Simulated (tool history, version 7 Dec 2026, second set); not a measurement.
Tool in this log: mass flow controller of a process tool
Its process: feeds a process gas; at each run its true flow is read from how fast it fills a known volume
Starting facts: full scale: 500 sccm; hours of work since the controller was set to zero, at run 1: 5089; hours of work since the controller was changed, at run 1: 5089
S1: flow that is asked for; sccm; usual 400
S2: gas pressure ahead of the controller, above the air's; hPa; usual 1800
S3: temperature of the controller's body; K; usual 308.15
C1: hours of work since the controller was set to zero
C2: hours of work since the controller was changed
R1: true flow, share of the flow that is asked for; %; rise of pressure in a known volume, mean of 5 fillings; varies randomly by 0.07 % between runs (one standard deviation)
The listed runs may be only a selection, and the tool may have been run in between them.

run 1 day=0 | S1=400 S2=1800 S3=308.15 | C1=5089 C2=5089 | R1=100.03
run 2 day=9.888 | S1=208 S2=1800 S3=308.15 | C1=5206 C2=5206 | R1=99
run 3 day=19.958 | S1=208 S2=1800 S3=308.15 | C1=5326 C2=5326 | R1=98.99
run 4 day=38.921 | S1=208 S2=1800 S3=308.15 | C1=5552 C2=5552 | R1=99.01
run 5 day=53.754 | S1=208 S2=1800 S3=308.15 | C1=5729 C2=5729 | R1=99.05
run 6 day=67.712 | S1=67 S2=1800 S3=308.15 | C1=5895 C2=5895 | R1=95.72
run 7 day=80.488 | S1=67 S2=1800 S3=308.15 | C1=6047 C2=6047 | R1=95.75
run 8 day=99.092 | S1=67 S2=1800 S3=308.15 | C1=6269 C2=6269 | R1=95.62
run 9 day=118.617 | S1=88 S2=1800 S3=308.15 | C1=6501 C2=6501 | R1=96.8
run 10 day=128.925 | S1=400 S2=1800 S3=308.15 | C1=6624 C2=6624 | R1=100.18
run 11 day=144.912 | S1=400 S2=1800 S3=308.15 | C1=6814 C2=6814 | R1=100.3
-- day=145.896 controller's zero set anew
run 12 day=156.929 | S1=400 S2=1800 S3=308.15 | C1=131 C2=6957 | R1=99.72
run 13 day=170.538 | S1=400 S2=1800 S3=308.15 | C1=293 C2=7119 | R1=99.78
run 14 day=183.404 | S1=400 S2=2150 S3=308.15 | C1=447 C2=7273 | R1=100.13
run 15 day=203.021 | S1=400 S2=1800 S3=308.15 | C1=680 C2=7506 | R1=99.87
run 16 day=221.067 | S1=400 S2=1800 S3=308.15 | C1=895 C2=7721 | R1=99.94
-- day=226.525 controller's zero set anew, once more
run 17 day=236.054 | S1=400 S2=1800 S3=308.15 | C1=114 C2=7899 | R1=101.25
run 18 day=252.996 | S1=400 S2=1800 S3=308.15 | C1=315 C2=8101 | R1=101.37
run 19 day=261.929 | S1=400 S2=1800 S3=308.15 | C1=422 C2=8208 | R1=101.32
run 20 day=279.688 | S1=400 S2=1800 S3=307.15 | C1=633 C2=8419 | R1=101.34
run 21 day=291.221 | S1=400 S2=1800 S3=307.15 | C1=771 C2=8557 | R1=101.36
run 22 day=299.512 | S1=400 S2=1800 S3=307.15 | C1=869 C2=8655 | R1=101.37
run 23 day=309.883 | S1=400 S2=1800 S3=307.15 | C1=993 C2=8779 | R1=101.47
run 24 day=323.038 | S1=400 S2=1800 S3=308.15 | C1=1149 C2=8935 | R1=101.36
run 25 day=341.129 | S1=105 S2=2580 S3=306.15 | C1=1365 C2=9151 | R1=100.77
run 26 day=351.988 | S1=61 S2=1920 S3=297.15 | C1=1494 C2=9280 | R1=100.24
run 27 day=365.346 | S1=61 S2=1920 S3=297.15 | C1=1653 C2=9439 | R1=99.77
run 28 day=382.258 | S1=61 S2=2210 S3=297.15 | C1=1855 C2=9641 | R1=99.94
run 29 day=390.892 | S1=61 S2=2210 S3=297.15 | C1=1958 C2=9744 | R1=99.87
run 30 day=404.621 | S1=301 S2=1800 S3=302.15 | C1=2121 C2=9907 | R1=101.41
run 31 day=412.808 | S1=400 S2=1860 S3=308.15 | C1=2219 C2=10005 | R1=101.63
run 32 day=432.408 | S1=248 S2=1480 S3=308.15 | C1=2452 C2=10238 | R1=100.97
run 33 day=449.883 | S1=59 S2=1670 S3=295.15 | C1=2660 C2=10446 | R1=99.18

Estimate the outcome of run 34 from the log above:
run 34 day=467.712 | S1=450 S2=1880 S3=300.15 | C1=2873 C2=10659 | R1=?

R1: 102.13 %
The same run, on a tool lacking any hidden state, would have yielded R1 99.81 %.

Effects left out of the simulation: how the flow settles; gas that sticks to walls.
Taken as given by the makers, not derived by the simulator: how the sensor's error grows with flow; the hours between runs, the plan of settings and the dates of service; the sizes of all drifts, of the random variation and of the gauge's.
